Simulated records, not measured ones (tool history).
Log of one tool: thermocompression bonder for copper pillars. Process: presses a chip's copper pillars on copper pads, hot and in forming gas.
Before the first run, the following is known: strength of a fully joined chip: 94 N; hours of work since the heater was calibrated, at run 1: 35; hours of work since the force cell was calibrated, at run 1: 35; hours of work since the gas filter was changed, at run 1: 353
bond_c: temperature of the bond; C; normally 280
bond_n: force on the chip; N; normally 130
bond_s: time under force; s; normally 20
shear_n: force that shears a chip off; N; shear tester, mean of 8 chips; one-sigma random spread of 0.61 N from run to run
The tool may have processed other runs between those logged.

run,hour,bond_c,bond_n,bond_s,hours of work since the heater was calibrated,hours of work since the force cell was calibrated,hours of work since the gas filter was changed,shear_n
1,0.0,280,130,20,35,35,353,35.4
2,25.7,280,130,57,53,53,371,50.3
3,58.1,280,130,57,75,75,393,50.1
4,81.8,280,130,20,92,92,409,34.8
5,107.1,280,130,20,109,109,427,34.1
6,122.9,280,83,20,120,120,438,22.3
# hour 143.3: forming gas filter changed
7,155.9,280,130,15,142,142,9,30.1
8,180.4,301,94,21,159,159,25,37.0
9,202.9,283,130,20,175,175,41,37.6
10,230.4,283,87,17,194,194,60,23.6

For run 11, what comes out?
11,258.5,283,87,17,213,213,79,?

{"run 11": {"shear_n": 22.5}}
Without the tool's hidden state the same run would have given shear_n 22.4 N.
